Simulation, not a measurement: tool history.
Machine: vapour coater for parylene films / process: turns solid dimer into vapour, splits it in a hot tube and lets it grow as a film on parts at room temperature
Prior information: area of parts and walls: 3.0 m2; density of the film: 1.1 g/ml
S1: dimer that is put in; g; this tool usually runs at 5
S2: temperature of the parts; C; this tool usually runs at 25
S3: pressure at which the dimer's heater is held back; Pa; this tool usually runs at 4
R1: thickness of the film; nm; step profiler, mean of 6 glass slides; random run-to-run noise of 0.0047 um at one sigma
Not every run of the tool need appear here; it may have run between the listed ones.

Run 1, day 0: usual settings. Result: R1 740 nm.
Run 2, day 1.471: usual settings but S2 30 C. Result: R1 603 nm.
Run 3, day 2.767: usual settings. Result: R1 731 nm.
Run 4, day 5.088: usual settings. Result: R1 721 nm.
At day 6.458: trap's valve overhauled.
Run 5, day 6.542: usual settings. Result: R1 818 nm.
Run 6, day 7.825: usual settings. Result: R1 816 nm.
Run 7, day 10.396: usual settings but S3 2.15 Pa. Result: R1 865 nm.
Run 8, day 12.421: usual settings but S3 2.15 Pa. Result: R1 873 nm.
Run 9, day 14.579: usual settings but S3 2.15 Pa. Result: R1 863 nm.
Run 10, day 17.033: usual settings but S3 2.23 Pa. Result: R1 842 nm.
Run 11, day 18.704: usual settings but S1 8 g, S3 2.23 Pa. Result: R1 1346 nm.
Run 12, day 21.112: usual settings. Result: R1 771 nm.
Run 13, day 22.262: usual settings. Result: R1 764 nm.
Run 14, day 24.267: usual settings. Result: R1 759 nm.
Run 15, day 26.317: usual settings but S3 10.29 Pa. Result: R1 670 nm.
Run 16, day 27.579: usual settings. Result: R1 755 nm.
Run 17, day 29.125: usual settings. Result: R1 752 nm.
Run 18, day 31.583: usual settings. Result: R1 745 nm.
Run 19, day 33.042: usual settings. Result: R1 730 nm.
Run 20, day 35.317: usual settings but S3 3.04 Pa. Result: R1 747 nm.
At day 35.892: trap's valve overhauled.
Run 21, day 37.321: usual settings but S3 3.04 Pa. Result: R1 851 nm.
Run 22, day 38.575: usual settings. Result: R1 816 nm.
Run 23, day 41.004: usual settings. Result: R1 817 nm.
Run 24, day 42.7: usual settings. Result: R1 803 nm.
Run 25, day 43.996: usual settings but S2 21 C, S3 7.35 Pa. Result: R1 863 nm.
Run 26, day 45.717: usual settings but S1 9 g, S2 18 C. Result: R1 1890 nm.
Run 27, day 47.004: usual settings but S3 2.08 Pa. Result: R1 857 nm.
Run 28, day 48.429: usual settings but S3 2.08 Pa. Result: R1 864 nm.
Run 29, day 50.425: usual settings but S1 3 g, S2 33 C, S3 3.72 Pa. Result: R1 345 nm.
Run 30, day 51.988: usual settings but S1 6 g, S2 34 C, S3 7.13 Pa. Result: R1 604 nm.
Run 31, day 53.996: usual settings but S1 6 g, S3 10.61 Pa. Result: R1 816 nm.
Run 32, day 56.796: usual settings but S1 4 g, S2 35 C. Result: R1 413 nm.
Run 33, day 58.133: usual settings but S1 4 g, S2 35 C. Result: R1 402 nm.
Run 34, day 59.288: usual settings but S1 8 g, S2 29 C, S3 11.59 Pa. Result: R1 895 nm.
Run 35, day 61.683: usual settings but S1 8 g, S2 29 C, S3 11.59 Pa. Result: R1 889 nm.
Run 36, day 64.071: usual settings but S1 3 g, S3 9.91 Pa. Result: R1 391 nm.
At day 65.283: trap's valve overhauled.
At day 65.592: table's thermometer calibrated.
Run 37, day 66.317: usual settings but S1 4 g, S2 27 C, S3 2.29 Pa. Result: R1 635 nm.
Run 38, day 67.658: usual settings but S1 4 g, S2 27 C, S3 3.58 Pa. Result: R1 600 nm.
Run 39, day 70.312: usual settings but S1 4 g, S2 27 C, S3 3.58 Pa. Result: R1 595 nm.
Run 40, day 72.083: usual settings but S1 7 g, S2 20 C, S3 8.42 Pa. Result: R1 1220 nm.
Run 41, day 73.362: usual settings but S1 7 g, S2 24 C, S3 5.51 Pa. Result: R1 1099 nm.
Run 42, day 75.004: usual settings but S1 7 g, S2 24 C, S3 5.51 Pa. Result: R1 1082 nm.
Run 43, day 77.408: usual settings but S1 7 g, S2 24 C, S3 5.51 Pa. Result: R1 1082 nm.
Run 44, day 78.958: usual settings but S1 7 g, S2 24 C, S3 5.51 Pa. Result: R1 1074 nm.
Run 45, day 80.896: usual settings but S1 3 g, S2 37 C, S3 5.51 Pa. Result: R1 275 nm.
Run 46, day 82.754: usual settings but S1 3 g, S2 37 C, S3 5.51 Pa. Result: R1 272 nm.
Run 47, day 85.038: usual settings but S1 2 g, S2 20 C, S3 5.42 Pa. Result: R1 353 nm.

Each row is a separate what-if for the run after 47, all from the same tool condition, not one after another. Results?
Run A, day 87.221: usual settings but S1 2 g, S2 23 C, S3 5.42 Pa. Result: R1 ?.
Run B, day 87.221: usual settings but S1 2 g, S2 18 C, S3 5.79 Pa. Result: R1 ?.
Run C, day 87.221: usual settings but S1 2 g, S2 22 C, S3 5.42 Pa. Result: R1 ?.

run   R1
  A  310
  B  375
  C  318
The same runs, with their run-to-run variation unchanged, on a tool lacking any hidden condition would have given:
run   R1
  A  337
  B  408
  C  346
